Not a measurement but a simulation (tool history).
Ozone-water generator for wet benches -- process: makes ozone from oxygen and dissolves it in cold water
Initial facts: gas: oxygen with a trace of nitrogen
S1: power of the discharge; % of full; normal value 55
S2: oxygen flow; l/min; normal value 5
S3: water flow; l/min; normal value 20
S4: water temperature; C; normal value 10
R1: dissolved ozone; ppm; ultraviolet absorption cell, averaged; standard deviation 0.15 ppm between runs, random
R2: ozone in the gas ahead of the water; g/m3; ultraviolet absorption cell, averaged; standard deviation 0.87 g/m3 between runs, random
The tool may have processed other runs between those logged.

run,hour,S1,S2,S3,S4,R1,R2
1,0,55,5,20,10,17.5,140.1
2,42,51,5,20,10,17,133
3,76.1,55,5,20,10,17.3,139.5
4,101.9,55,5,20,10,17.5,140.1
5,125,55,5,20,10,17.7,140
6,158.7,55,5,20,10,17.4,139.5
7,177.2,55,5,20,10,17.3,140
8,204.9,55,5,20,10,17.6,140.1
9,234.1,55,5,20,10,17.1,138.5
10,252.2,55,3.26,20,10,17,178.8
11,284.4,55,3.26,20,10,16.9,180.5
12,326,55,3.26,20,10,17,179.4
# hour 338.8: water thermometer calibrated
13,363.8,55,3.26,20,10,17.1,177.7
14,382.2,55,5,20,10,17.6,138
15,402.6,55,5,20,10,17.7,139.5
16,437.1,55,5,20,10,17.4,139.1
17,458,55,5,20,8,17.9,138.5
18,486.8,41,5,17,8,17.1,117.2
19,519.6,95,5,20,8,24.6,191.1
20,556.9,95,5,20,8,24.1,189.8
21,577.1,96,6.27,28,11,18.7,166.8

Expected results for the next run?
22,608.2,96,3.82,28,11,?,?

Run 22 measured R1 17.6 ppm, R2 224 g/m3.
Minus the tool's unlogged condition, the same run would have read R1 19 ppm, R2 229.7 g/m3.

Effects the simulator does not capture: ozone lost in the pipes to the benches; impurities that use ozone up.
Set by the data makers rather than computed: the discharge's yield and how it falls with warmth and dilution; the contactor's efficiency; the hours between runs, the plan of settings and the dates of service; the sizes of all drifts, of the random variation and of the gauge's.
